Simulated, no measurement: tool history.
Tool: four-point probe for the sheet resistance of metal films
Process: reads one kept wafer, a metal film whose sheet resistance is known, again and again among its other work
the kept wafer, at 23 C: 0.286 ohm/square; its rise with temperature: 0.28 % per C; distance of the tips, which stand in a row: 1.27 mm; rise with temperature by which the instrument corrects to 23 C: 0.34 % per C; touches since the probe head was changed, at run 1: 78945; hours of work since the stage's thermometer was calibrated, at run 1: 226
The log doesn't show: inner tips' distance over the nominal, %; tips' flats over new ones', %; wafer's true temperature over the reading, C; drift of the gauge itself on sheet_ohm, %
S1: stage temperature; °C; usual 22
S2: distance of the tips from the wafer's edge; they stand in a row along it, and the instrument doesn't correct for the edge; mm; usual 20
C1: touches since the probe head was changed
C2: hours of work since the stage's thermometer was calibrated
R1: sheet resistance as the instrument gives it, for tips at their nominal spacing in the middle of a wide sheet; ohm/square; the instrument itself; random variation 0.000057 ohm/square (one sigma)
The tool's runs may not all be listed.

run,hour,S1,S2,C1,C2,R1
1,0,22,20,78945,226,0.284307
2,36.3,24,20,81132,251,0.283909
3,81.3,24,20,83842,281,0.283824
4,114.4,20,20,85841,304,0.284573
5,142.7,20,20,87547,323,0.284623
6,196,20,20,90758,359,0.284484
# hour 199.1: stage's thermometer calibrated
7,248.5,22,28,93888,34,0.28386
8,296,22,28,96754,66,0.283766
9,333.6,22,28,99022,91,0.28372
# hour 359.5: stage's thermometer calibrated, once more
10,382,22,28,101908,15,0.283639
11,415.9,22,28,103950,38,0.283587
12,440.7,19,49,105441,55,0.283952
13,465.6,19,49,106945,72,0.283773
14,495.1,25,4,108721,92,0.297122
15,542.3,35,16,111567,124,0.281806
16,580,19,6,113837,150,0.290476
17,622.9,22,16,116422,179,0.283997
18,651.2,22,5,118130,198,0.292586
19,685.3,20,4,120186,221,0.298151
20,718.5,30,16,122185,244,0.282498
21,769,23,30,125225,278,0.283011
22,815.8,26,21,128046,310,0.282767

Forecast each of these 4 alternatives for the next run:
A,857.9,19,21,130588,339,?
B,857.9,19,20,130588,339,?
C,857.9,22,5,130588,339,?
D,857.9,24,73,130588,339,?

run,R1
A,0.28399
B,0.284142
C,0.292495
D,0.282588
Without the tool's hidden state the same runs would have given:
run,R1
A,0.2873
B,0.287453
C,0.295896
D,0.285883
